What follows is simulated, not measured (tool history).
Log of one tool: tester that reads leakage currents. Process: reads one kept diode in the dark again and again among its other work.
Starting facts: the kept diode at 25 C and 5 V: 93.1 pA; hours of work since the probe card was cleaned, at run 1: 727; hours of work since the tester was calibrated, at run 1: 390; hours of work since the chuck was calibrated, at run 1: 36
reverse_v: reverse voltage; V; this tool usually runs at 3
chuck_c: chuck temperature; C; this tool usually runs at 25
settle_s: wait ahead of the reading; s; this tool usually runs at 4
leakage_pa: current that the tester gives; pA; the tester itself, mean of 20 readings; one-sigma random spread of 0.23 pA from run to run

run	hour	reverse_v	chuck_c	settle_s	hours of work since the probe card was cleaned	hours of work since the tester was calibrated	hours of work since the chuck was calibrated	leakage_pa
1	0	3	25	4	727	390	36	77.64
2	69.8	3	25	4	755	418	64	77.18
3	105.5	3	25	4	770	433	79	76.74
4	137.8	3	25	4	783	446	92	76.64
5	198.2	3	25	4	808	470	117	76.3
6	260.3	3.52	25	4	833	496	142	81.3
7	312.3	3	25	4	854	517	163	75.74
8	371.5	3	25	4	878	541	188	74.76
9	419.1	3	25	4	898	561	207	74.27
10	462.5	3	25	4	916	579	225	74.25
11	523.1	3	29	4	940	603	249	101.17
12	586.5	3	29	4	966	629	275	101.07
13	625.1	3	29	4	982	645	291	100.32
14	692.2	3	29	4	1009	672	319	99.43
15	735.7	3	29	4	1027	690	336	99.21
16	782.4	1.51	25	4	1046	709	355	53.47
17	832.1	1.51	25	4	1067	730	376	53.02
18	871.4	1.51	25	4	1083	746	392	52.71
19	937.7	3	25	5.3	1110	773	419	70.86
20	1006.8	1.58	25	4	1138	801	447	52.95
21	1054.4	16.64	32	4.39	1158	820	467	256.51
22	1103	16.64	32	4.39	1177	840	486	257.34
23	1176.8	1.85	43	1.4	1208	870	517	231.52
24	1245	6	25	1.4	1235	898	544	93.14
25	1315.8	6	25	1.4	1264	927	573	93
# hour 1378.4: chuck's temperature calibrated
26	1380.6	3	42	4	1290	953	1	305
27	1422.8	3	42	4	1307	970	18	305
28	1496.9	3	42	4	1338	1000	48	301.79
29	1529	3	25	0.36	1351	1014	62	80.65
30	1573.6	3	25	0.36	1369	1032	80	79.82
31	1621.9	3	25	5.06	1389	1051	99	79.43
32	1661.3	3.39	24	5.85	1405	1068	116	76.66
33	1720.7	3.39	24	5.85	1429	1092	140	76.95
34	1771	2.7	24	5.85	1450	1112	160	68.83
35	1830.1	15.3	28	0.72	1474	1137	185	208.07
36	1871.6	15.3	28	0.72	1491	1154	202	207.83
37	1919.4	1.86	24	1.61	1510	1173	221	57.27
38	1962.6	3	25	2.56	1528	1191	239	76.55
39	2003.9	3	25	2.56	1545	1208	256	75.93

Results for each run, recomputed without the tool's hidden state and with each run's random variation untouched:
The tool's hidden condition here consists of: stray current of the dirty probe card, pA a volt; current scale over the true one, %; true chuck temperature over the reading, C; drift of the gauge itself on leakage_pa, %.
run	leakage_pa
1	75.83
2	75.96
3	75.81
4	75.97
5	76.06
6	81.13
7	76.32
8	75.82
9	75.74
10	76.08
11	105.65
12	106.33
13	105.99
14	105.87
15	106.14
16	57.86
17	57.7
18	57.65
19	76.39
20	58.75
21	268.33
22	270.26
23	266.37
24	99.97
25	100.42
26	299
27	300.48
28	299.75
29	76.6
30	76.13
31	76.13
32	72.91
33	73.66
34	66.91
35	188.64
36	188.91
37	57.36
38	75.89
39	75.6
